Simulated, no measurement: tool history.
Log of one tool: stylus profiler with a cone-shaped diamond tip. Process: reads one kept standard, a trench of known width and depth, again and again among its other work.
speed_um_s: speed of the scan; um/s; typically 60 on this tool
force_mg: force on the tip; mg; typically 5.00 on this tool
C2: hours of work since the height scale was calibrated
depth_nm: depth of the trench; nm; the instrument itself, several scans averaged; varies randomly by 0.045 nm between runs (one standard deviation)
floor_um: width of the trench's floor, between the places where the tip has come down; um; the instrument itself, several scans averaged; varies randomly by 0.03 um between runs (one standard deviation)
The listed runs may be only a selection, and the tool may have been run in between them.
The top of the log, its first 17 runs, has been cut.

run 18 day=8.938 | speed_um_s=102 force_mg=5.00 | scans_with_this_tip=2487 C2=470 | depth_nm=203.15 floor_um=27.66
run 19 day=9.583 | speed_um_s=60 force_mg=5.00 | scans_with_this_tip=2551 C2=482 | depth_nm=203.21 floor_um=27.82
run 20 day=10.171 | speed_um_s=60 force_mg=5.00 | scans_with_this_tip=2610 C2=493 | depth_nm=203.28 floor_um=27.83
run 21 day=10.854 | speed_um_s=21 force_mg=5.00 | scans_with_this_tip=2677 C2=506 | depth_nm=203.19 floor_um=27.99
run 22 day=11.538 | speed_um_s=21 force_mg=5.00 | scans_with_this_tip=2745 C2=519 | depth_nm=203.15 floor_um=27.94
run 23 day=12.192 | speed_um_s=16 force_mg=5.93 | scans_with_this_tip=2810 C2=531 | depth_nm=203.63 floor_um=27.99
run 24 day=13.000 | speed_um_s=62 force_mg=8.21 | scans_with_this_tip=2890 C2=546 | depth_nm=204.49 floor_um=27.89
run 25 day=13.525 | speed_um_s=62 force_mg=8.21 | scans_with_this_tip=2943 C2=556 | depth_nm=204.40 floor_um=27.87
run 26 day=13.958 | speed_um_s=98 force_mg=7.17 | scans_with_this_tip=2985 C2=564 | depth_nm=204.10 floor_um=27.72
run 27 day=14.462 | speed_um_s=121 force_mg=10.61 | scans_with_this_tip=3035 C2=573 | depth_nm=205.23 floor_um=27.73
run 28 day=14.800 | speed_um_s=96 force_mg=10.79 | scans_with_this_tip=3069 C2=580 | depth_nm=205.42 floor_um=27.81
run 29 day=15.171 | speed_um_s=96 force_mg=10.79 | scans_with_this_tip=3106 C2=587 | depth_nm=205.38 floor_um=27.83
run 30 day=15.975 | speed_um_s=180 force_mg=4.93 | scans_with_this_tip=3186 C2=602 | depth_nm=203.12 floor_um=27.35
run 31 day=16.500 | speed_um_s=180 force_mg=4.93 | scans_with_this_tip=3238 C2=612 | depth_nm=203.20 floor_um=27.34
run 32 day=17.288 | speed_um_s=139 force_mg=2.49 | scans_with_this_tip=3316 C2=626 | depth_nm=202.06 floor_um=27.31
run 33 day=17.842 | speed_um_s=60 force_mg=4.09 | scans_with_this_tip=3371 C2=637 | depth_nm=202.77 floor_um=27.79
run 34 day=18.512 | speed_um_s=60 force_mg=4.09 | scans_with_this_tip=3438 C2=649 | depth_nm=202.83 floor_um=27.79
run 35 day=19.038 | speed_um_s=131 force_mg=1.94 | scans_with_this_tip=3490 C2=659 | depth_nm=201.75 floor_um=27.26
run 36 day=19.500 | speed_um_s=116 force_mg=14.99 | scans_with_this_tip=3536 C2=668 | depth_nm=206.60 floor_um=27.78
run 37 day=20.042 | speed_um_s=175 force_mg=2.39 | scans_with_this_tip=3589 C2=678 | depth_nm=201.94 floor_um=27.09
run 38 day=20.738 | speed_um_s=70 force_mg=2.39 | scans_with_this_tip=3658 C2=691 | depth_nm=201.88 floor_um=27.65
run 39 day=21.404 | speed_um_s=24 force_mg=1.86 | scans_with_this_tip=3725 C2=704 | depth_nm=201.63 floor_um=27.89
run 40 day=22.100 | speed_um_s=19 force_mg=1.86 | scans_with_this_tip=3794 C2=717 | depth_nm=201.56 floor_um=27.91

Predict each of these 3 candidate next runs independently; none follows another, all start after run 40:
run A day=22.633 | speed_um_s=38 force_mg=2.67 | scans_with_this_tip=3846 C2=727 | depth_nm=? floor_um=?
run B day=22.633 | speed_um_s=39 force_mg=2.07 | scans_with_this_tip=3846 C2=727 | depth_nm=? floor_um=?
run C day=22.633 | speed_um_s=15 force_mg=3.77 | scans_with_this_tip=3846 C2=727 | depth_nm=? floor_um=?

run=A depth_nm=201.99 floor_um=27.83
run=B depth_nm=201.80 floor_um=27.84
run=C depth_nm=202.64 floor_um=27.95
With no hidden state in the tool, these same runs would have given:
run=A depth_nm=201.98 floor_um=27.83
run=B depth_nm=201.80 floor_um=27.84
run=C depth_nm=202.63 floor_um=27.95
